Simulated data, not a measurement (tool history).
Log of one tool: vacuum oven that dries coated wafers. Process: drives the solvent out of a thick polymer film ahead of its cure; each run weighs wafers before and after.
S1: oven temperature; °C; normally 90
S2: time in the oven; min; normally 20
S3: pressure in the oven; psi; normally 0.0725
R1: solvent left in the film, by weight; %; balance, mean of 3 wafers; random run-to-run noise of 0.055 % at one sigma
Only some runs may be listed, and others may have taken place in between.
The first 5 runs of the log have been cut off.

Run 6, day 3.454: usual settings. Result: R1 2.05 %.
Run 7, day 4.175: usual settings. Result: R1 2.11 %.
Run 8, day 4.638: usual settings. Result: R1 2.16 %.
Run 9, day 5.050: usual settings. Result: R1 2.17 %.
Run 10, day 5.708: usual settings. Result: R1 2.07 %.
Run 11, day 6.454: usual settings. Result: R1 2.14 %.
Run 12, day 7.250: usual settings but S1 101 °C. Result: R1 0.61 %.
Run 13, day 7.788: usual settings but S1 101 °C. Result: R1 0.66 %.
Run 14, day 8.646: usual settings but S1 101 °C. Result: R1 0.61 %.
Run 15, day 9.021: usual settings but S1 101 °C. Result: R1 0.63 %.
Run 16, day 9.446: usual settings but S1 101 °C. Result: R1 0.57 %.
Run 17, day 10.167: usual settings but S1 101 °C. Result: R1 0.53 %.
Run 18, day 10.717: usual settings but S1 101 °C. Result: R1 0.51 %.
Run 19, day 11.538: usual settings but S1 101 °C. Result: R1 0.61 %.
Run 20, day 11.933: usual settings but S1 101 °C. Result: R1 0.60 %.
Run 21, day 12.521: usual settings but S3 0.1864 psi. Result: R1 2.87 %.

Run 22 comes next. What will it give?
Run 22, day 13.083: usual settings but S1 87 °C, S2 11 min, S3 0.2350 psi. Result: R1 ?.

R1: 7.02 %
On a tool with no hidden condition, and with the same random variation, this run would have come out at R1 7.16 %.
